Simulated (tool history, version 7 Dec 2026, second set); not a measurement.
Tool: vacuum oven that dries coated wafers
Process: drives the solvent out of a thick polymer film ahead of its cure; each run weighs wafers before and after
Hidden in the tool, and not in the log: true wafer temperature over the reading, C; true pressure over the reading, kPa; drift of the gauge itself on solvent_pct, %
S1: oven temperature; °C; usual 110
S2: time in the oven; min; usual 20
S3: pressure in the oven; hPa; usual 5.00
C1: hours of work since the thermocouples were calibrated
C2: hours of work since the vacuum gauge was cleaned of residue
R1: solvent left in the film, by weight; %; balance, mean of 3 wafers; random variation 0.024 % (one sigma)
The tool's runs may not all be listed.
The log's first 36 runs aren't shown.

run 37 hour=1455.6 | S1=110 S2=17 S3=5.00 | C1=930 C2=448 | R1=1.85
run 38 hour=1500.5 | S1=105 S2=20 S3=9.84 | C1=962 C2=480 | R1=2.66
run 39 hour=1535.6 | S1=105 S2=17 S3=9.84 | C1=987 C2=505 | R1=3.38
run 40 hour=1580.8 | S1=105 S2=17 S3=9.84 | C1=1018 C2=537 | R1=3.38
run 41 hour=1614.9 | S1=105 S2=17 S3=9.84 | C1=1042 C2=561 | R1=3.34
run 42 hour=1666.4 | S1=116 S2=20 S3=5.00 | C1=1079 C2=597 | R1=0.56
run 43 hour=1718.2 | S1=116 S2=20 S3=5.00 | C1=1115 C2=634 | R1=0.55
run 44 hour=1760.0 | S1=110 S2=20 S3=14.81 | C1=1145 C2=663 | R1=1.63
run 45 hour=1791.5 | S1=121 S2=28 S3=4.20 | C1=1167 C2=685 | R1=0.20
run 46 hour=1830.8 | S1=121 S2=28 S3=4.20 | C1=1195 C2=713 | R1=0.19

Forecast each of these 4 alternatives for the next run:
run A hour=1860.4 | S1=110 S2=20 S3=4.27 | C1=1216 C2=734 | R1=?
run B hour=1860.4 | S1=120 S2=14 S3=4.20 | C1=1216 C2=734 | R1=?
run C hour=1860.4 | S1=110 S2=26 S3=5.00 | C1=1216 C2=734 | R1=?
run D hour=1860.4 | S1=99 S2=20 S3=5.00 | C1=1216 C2=734 | R1=?

run=A R1=1.27
run=B R1=0.66
run=C R1=0.75
run=D R1=4.33
Without the tool's hidden state the same runs would have given:
run=A R1=1.57
run=B R1=0.83
run=C R1=0.90
run=D R1=4.92

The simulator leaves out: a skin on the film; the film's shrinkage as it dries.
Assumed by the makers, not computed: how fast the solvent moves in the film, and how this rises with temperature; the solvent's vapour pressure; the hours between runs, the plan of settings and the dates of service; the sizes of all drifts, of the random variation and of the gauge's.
